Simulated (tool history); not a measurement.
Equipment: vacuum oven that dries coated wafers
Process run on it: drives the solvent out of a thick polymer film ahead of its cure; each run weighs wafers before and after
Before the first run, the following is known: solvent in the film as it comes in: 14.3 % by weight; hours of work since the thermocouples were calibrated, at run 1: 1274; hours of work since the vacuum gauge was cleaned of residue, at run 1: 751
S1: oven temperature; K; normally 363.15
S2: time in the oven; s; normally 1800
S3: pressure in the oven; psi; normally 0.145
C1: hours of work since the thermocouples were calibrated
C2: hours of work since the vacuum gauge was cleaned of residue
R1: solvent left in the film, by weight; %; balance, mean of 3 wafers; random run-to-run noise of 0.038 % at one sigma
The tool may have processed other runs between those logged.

| run | day | S1 | S2 | S3 | C1 | C2 | R1 |
|---|---|---|---|---|---|---|---|
| 1 | 0 | 363.15 | 1800 | 0.145 | 1274 | 751 | 1.89 |
| 2 | 1.883 | 363.15 | 1800 | 0.145 | 1302 | 779 | 1.88 |
| 3 | 2.838 | 363.15 | 1800 | 0.241 | 1316 | 793 | 2.37 |
| 4 | 4.158 | 363.15 | 1800 | 0.241 | 1336 | 812 | 2.32 |
| 5 | 5.55 | 363.15 | 2040 | 0.145 | 1357 | 833 | 1.6 |
| 6 | 6.517 | 363.15 | 2040 | 0.145 | 1371 | 848 | 1.57 |
| 7 | 8.308 | 363.15 | 2040 | 0.145 | 1398 | 874 | 1.56 |
| 8 | 9.9 | 363.15 | 2820 | 0.145 | 1421 | 898 | 1.12 |
|  | 10.538 | oven's thermocouples calibrated |
| 9 | 10.921 | 363.15 | 2820 | 0.145 | 6 | 912 | 1.38 |
| 10 | 12.438 | 357.15 | 2820 | 0.145 | 28 | 934 | 2.55 |
| 11 | 13.521 | 357.15 | 2820 | 0.207 | 44 | 951 | 2.85 |
| 12 | 14.975 | 357.15 | 2820 | 0.207 | 66 | 972 | 2.9 |
| 13 | 16.633 | 363.15 | 1800 | 0.145 | 91 | 997 | 2.24 |
| 14 | 18.2 | 373.15 | 1800 | 0.145 | 114 | 1020 | 0.87 |
| 15 | 19.417 | 373.15 | 1800 | 0.145 | 132 | 1038 | 0.89 |
| 16 | 21.154 | 373.15 | 1800 | 0.145 | 158 | 1064 | 0.86 |
| 17 | 22.921 | 373.15 | 1800 | 0.145 | 184 | 1091 | 0.9 |
| 18 | 24.442 | 373.15 | 1800 | 0.145 | 207 | 1113 | 0.83 |
| 19 | 25.425 | 373.15 | 1800 | 0.145 | 222 | 1128 | 0.92 |
| 20 | 26.575 | 373.15 | 1800 | 0.145 | 239 | 1145 | 0.82 |
| 21 | 28.125 | 350.15 | 1800 | 0.145 | 262 | 1168 | 6.06 |
| 22 | 29.904 | 353.15 | 1800 | 0.145 | 288 | 1194 | 5.01 |
| 23 | 31.654 | 354.15 | 1800 | 0.145 | 314 | 1221 | 4.79 |
| 24 | 32.521 | 363.15 | 1800 | 0.145 | 327 | 1233 | 2.16 |
| 25 | 33.338 | 360.15 | 2220 | 0.209 | 339 | 1246 | 2.66 |
| 26 | 35.192 | 360.15 | 2220 | 0.209 | 367 | 1273 | 2.7 |
| 27 | 36.796 | 352.15 | 1800 | 0.145 | 391 | 1297 | 5.36 |
| 28 | 37.8 | 367.15 | 1800 | 0.365 | 406 | 1312 | 2.42 |
| 29 | 39.371 | 367.15 | 1800 | 0.365 | 429 | 1335 | 2.5 |
| 30 | 41.029 | 367.15 | 1800 | 0.365 | 454 | 1360 | 2.51 |
| 31 | 42.617 | 363.15 | 900 | 0.145 | 478 | 1384 | 4.57 |
| 32 | 44.596 | 373.15 | 1800 | 0.083 | 507 | 1413 | 0.63 |
|  | 44.808 | vacuum gauge cleaned of residue and calibrated |
| 33 | 45.829 | 373.15 | 1020 | 0.232 | 524 | 15 | 1.95 |
| 34 | 47.654 | 363.15 | 1800 | 0.348 | 552 | 42 | 3.28 |
| 35 | 49.283 | 353.15 | 1200 | 0.094 | 576 | 67 | 6.41 |
| 36 | 50.092 | 349.15 | 1200 | 0.434 | 588 | 79 | 9.27 |
| 37 | 50.912 | 349.15 | 1200 | 0.434 | 600 | 91 | 9.29 |
| 38 | 52.262 | 363.15 | 1320 | 0.297 | 620 | 111 | 3.79 |
| 39 | 53.712 | 352.15 | 1800 | 0.241 | 642 | 133 | 5.99 |
| 40 | 55.288 | 368.15 | 1500 | 0.145 | 665 | 156 | 1.67 |
|  | 55.892 | vacuum gauge cleaned of residue and calibrated, once more |
| 41 | 56.621 | 359.15 | 1980 | 0.117 | 684 | 11 | 2.29 |
| 42 | 58.071 | 359.15 | 1440 | 0.276 | 706 | 32 | 4.2 |
| 43 | 59.671 | 363.15 | 1020 | 0.174 | 730 | 56 | 3.77 |
| 44 | 60.958 | 367.15 | 1800 | 0.316 | 749 | 75 | 1.87 |
| 45 | 61.854 | 367.15 | 1800 | 0.316 | 762 | 89 | 1.91 |
| 46 | 63.383 | 363.15 | 2700 | 0.145 | 785 | 111 | 1.08 |
| 47 | 64.5 | 363.15 | 2700 | 0.145 | 801 | 128 | 1.1 |

Here are 4 independent what-if runs from the current tool condition. What would each one return?
| A | 65.846 | 359.15 | 3180 | 0.145 | 822 | 148 | ? |
| B | 65.846 | 372.15 | 2100 | 0.467 | 822 | 148 | ? |
| C | 65.846 | 363.15 | 2700 | 0.448 | 822 | 148 | ? |
| D | 65.846 | 363.15 | 1800 | 0.151 | 822 | 148 | ? |

| run | R1 |
|---|---|
| A | 1.36 |
| B | 1.85 |
| C | 2.64 |
| D | 1.87 |
Without the tool's hidden state the same runs would have given:
| run | R1 |
|---|---|
| A | 1.61 |
| B | 2 |
| C | 2.92 |
| D | 2.24 |
